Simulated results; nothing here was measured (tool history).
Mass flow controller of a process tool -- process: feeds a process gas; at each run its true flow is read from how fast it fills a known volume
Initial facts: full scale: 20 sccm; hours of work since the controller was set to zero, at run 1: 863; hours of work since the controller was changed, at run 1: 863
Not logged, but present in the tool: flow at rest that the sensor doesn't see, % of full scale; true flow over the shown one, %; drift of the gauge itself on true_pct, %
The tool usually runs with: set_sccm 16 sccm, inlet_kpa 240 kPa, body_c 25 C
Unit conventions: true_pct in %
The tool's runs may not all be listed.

run,day,set_sccm,inlet_kpa,body_c,hours of work since the controller was set to zero,hours of work since the controller was changed,true_pct
1,0.000,16,240,25,863,863,99.51
2,13.504,16,152,25,1100,1100,98.92
3,30.788,16,152,25,1403,1403,98.72
4,38.092,16,240,25,1531,1531,99.03
5,46.971,16,240,25,1687,1687,98.70
6,60.838,16,240,25,1930,1930,98.64
7,76.167,16,240,25,2199,2199,98.37
8,88.704,16,240,25,2419,2419,98.21
9,98.696,16,240,25,2594,2594,97.83
10,115.633,16,240,25,2891,2891,97.61
11,132.433,16,240,25,3186,3186,97.45
12,147.554,16,240,30,3451,3451,97.21
# day 149.196: gauge calibrated
13,158.762,16,240,30,3647,3647,99.30
14,170.850,16,240,30,3859,3859,99.06
15,183.529,16,202,25,4082,4082,98.86
16,199.592,20,185,34,4363,4363,99.07
17,209.229,8,199,28,4532,4532,97.22
18,224.488,4,165,25,4800,4800,96.20
19,235.629,4,165,25,4995,4995,95.97
20,249.067,2,226,25,5231,5231,95.71
21,265.362,2,226,25,5517,5517,95.57
22,281.625,2,226,25,5802,5802,95.29
23,291.525,2,227,26,5975,5975,95.05
24,305.871,3,240,25,6227,6227,95.14
# day 312.817: controller's zero set anew
25,321.488,3,240,25,152,6500,94.87
26,329.033,2,149,35,284,6633,93.98
27,344.992,2,245,27,564,6913,94.34
28,358.154,2,245,27,795,7143,94.07

Entry by entry between the runs, the difference in hidden state between the last listed run before and the first listed run after:
Run 12 -> run 13: gauge calibrated (day 149.196)
  drift of the gauge itself on true_pct, %: -2.25 -> -0.15
  measured minus no-state result, true_pct: -2.23 -> -0.15 %
Run 24 -> run 25: controller's zero set anew (day 312.817)
  flow at rest that the sensor doesn't see, % of full scale: -0.008 -> 0; drift of the gauge itself on true_pct, %: -2.39 -> -2.63
  measured minus no-state result, true_pct: -2.37 -> -2.55 %
